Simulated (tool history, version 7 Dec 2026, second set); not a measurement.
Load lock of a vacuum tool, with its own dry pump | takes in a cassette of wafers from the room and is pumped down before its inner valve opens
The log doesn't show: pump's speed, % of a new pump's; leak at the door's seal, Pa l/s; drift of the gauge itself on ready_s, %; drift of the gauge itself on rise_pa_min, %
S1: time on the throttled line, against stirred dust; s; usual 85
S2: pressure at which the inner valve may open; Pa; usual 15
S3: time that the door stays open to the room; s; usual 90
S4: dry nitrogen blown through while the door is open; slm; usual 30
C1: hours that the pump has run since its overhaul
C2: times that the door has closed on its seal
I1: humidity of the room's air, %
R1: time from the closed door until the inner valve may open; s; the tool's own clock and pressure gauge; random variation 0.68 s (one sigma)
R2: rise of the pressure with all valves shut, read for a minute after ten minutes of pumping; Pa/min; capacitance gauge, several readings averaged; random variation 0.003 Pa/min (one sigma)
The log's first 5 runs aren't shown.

run,hour,S1,S2,S3,S4,C1,C2,I1,R1,R2
6,1432.1,85,15,90,31,4213,9094,46.2,162.0,0.069
7,1763.0,85,15,90,30,4544,9510,47.5,161.8,0.072
8,2018.7,85,15,65,30,4800,9832,43.4,162.8,0.067
9,2264.6,85,15,65,30,5046,10141,43.2,162.1,0.061
10,2443.7,85,15,65,30,5225,10367,46.5,163.2,0.068
11,2645.3,85,11,90,30,5426,10620,43.8,167.2,0.079
12,2846.7,85,11,90,30,5628,10874,42.9,166.2,0.079
13,3265.2,85,15,90,30,6046,11400,43.6,165.3,0.074
14,3467.1,85,15,90,30,6248,11654,46.0,164.6,0.084
15,3686.1,85,15,90,30,6467,11929,45.2,164.3,0.083
16,4021.5,85,15,90,30,6803,12351,44.3,164.5,0.084
17,4295.0,85,15,90,30,7076,12695,44.0,165.3,0.075
18,4708.0,85,15,63,30,7489,13215,43.2,164.5,0.071
19,5047.7,85,15,66,33,7829,13642,46.6,166.5,0.080
20,5441.7,85,12,37,33,8223,14138,45.2,167.4,0.063
21,5825.3,85,15,57,30,8606,14620,42.0,166.6,0.081
22,6149.3,85,15,57,5,8931,15028,46.5,166.6,0.108

Forecast run 23:
23,6561.5,85,15,57,5,9343,15546,46.2,?,?

R1: 166.4 s
R2: 0.107 Pa/min
Without the tool's hidden state the same run would have given R1 161.3 s, R2 0.052 Pa/min.
